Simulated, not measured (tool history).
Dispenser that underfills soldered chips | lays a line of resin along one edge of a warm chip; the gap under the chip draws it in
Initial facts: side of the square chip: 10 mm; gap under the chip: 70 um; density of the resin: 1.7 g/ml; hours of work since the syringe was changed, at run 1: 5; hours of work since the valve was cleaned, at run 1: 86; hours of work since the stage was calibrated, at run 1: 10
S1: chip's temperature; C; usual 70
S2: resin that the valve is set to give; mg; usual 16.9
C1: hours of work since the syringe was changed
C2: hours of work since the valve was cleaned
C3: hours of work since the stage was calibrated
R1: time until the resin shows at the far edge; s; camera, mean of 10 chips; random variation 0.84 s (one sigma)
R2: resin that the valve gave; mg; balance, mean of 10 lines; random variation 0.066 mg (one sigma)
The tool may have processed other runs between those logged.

run    day  S1    S2  C1   C2   C3     R1     R2
  1      0  70  16.9   5   86   10    107  16.46
     0.329  -- new syringe of resin
  2  0.358  70  16.9   1   93   16   82.3  16.26
  3  0.604  57  16.9   5   97   21  226.1  16.26
  4  0.767  70  20.9   8  100   24  132.7  20.04
     0.917  -- new syringe of resin
  5  1.033  70  20.9   2  105   29   90.5  20.03
  6  1.317  70  20.9   7  110   34  129.4  19.96
     1.512  -- new syringe of resin
  7  1.654  70  16.9   3  116   40   95.6  16.21
  8  1.808  70  16.9   5  119   43  116.2  16.21
     2.092  -- new syringe of resin
  9  2.154  70  16.9   1  125   49   85.1  16.03
 10  2.342  70  16.9   5  129   52    108  16.11
     2.675  -- new syringe of resin
 11  2.708  70  16.9   1  135   59   81.9  16.03
 12    2.9  70  16.9   4  139   62  106.4  16.13
     3.038  -- dispensing valve cleaned and set on the balance
 13  3.171  70  16.9   8    2   67  139.8  16.94
     3.308  -- new syringe of resin
 14  3.496  70  16.9   3    8   72   98.2  16.89
 15  3.642  70  16.9   6   11   75  121.4  16.84
 16  3.812  70  16.9   9   14   78  148.7  16.76
     3.896  -- new syringe of resin
 17  4.138  70  16.9   4   20   84  104.3  16.88
 18  4.404  70  16.9   9   25   89    148  16.77
     4.488  -- new syringe of resin
 19  4.671  70  15.9   3   30   94  100.6  15.84
 20  4.904  83  21.7   8   34   98   69.4  21.54
     5.071  -- new syringe of resin
 21  5.162  83  21.7   2   38  103   44.4  21.48
 22  5.458  55  18.9   7   44  108  280.8  18.59
     5.646  -- new syringe of resin
 23  5.808  55  18.9   3   50  114  209.2  18.64
 24  6.117  70  14.5   9   56  120    148  14.38
     6.225  -- new syringe of resin
 25  6.292  70  14.5   1   59  123   89.3  14.28
 26  6.438  71    21   4   61  126   96.5  20.67
 27  6.642  66  18.4   8   65  130  164.8  17.98
     6.817  -- new syringe of resin
 28  6.908  56  21.8   2   70  134  179.7  21.13
 29  7.158  82  18.1   6   75  139   66.1  17.67
 30  7.362  65    16  10   78  143  203.7  15.59
     7.396  -- new syringe of resin
 31  7.729  64  16.9   6   85  149  158.5   16.4
     7.983  -- new syringe of resin
 32  7.983  66    18   0   89  154   94.8  17.41
 33  8.325  57  16.5   6   96  160  245.6  15.89
 34  8.512  60  14.6  10   99  163    275  14.09
     8.583  -- new syringe of resin
 35  8.804  68  21.9   4  104  169  110.2  21.15

Selected run-to-run steps in R1, each split into two signed amounts: the part the tool would show with no hidden state at all (from settings, incoming material and random variation), and the remainder, which goes to the hidden state together with any gauge scatter not common to the measured and the hidden-state-free results:
Hidden state at play: resin's viscosity, % of fresh resin's; dose that the valve gives, % of what is set; true chip temperature over the reading, C; drift of the gauge itself on fill_s, %; drift of the gauge itself on given_mg, %.
Run 21 -> 22: S1 83 -> 55, S2 21.7 -> 18.9. R1 +236.4 s: hidden state +104.5, all else +131.9.
Run 32 -> 33: S1 66 -> 57, S2 18 -> 16.5. R1 +150.8 s: hidden state +87.6, all else +63.2.
Run 34 -> 35: S1 60 -> 68, S2 14.6 -> 21.9, new syringe of resin. R1 -164.8 s: hidden state -110.3, all else -54.5.
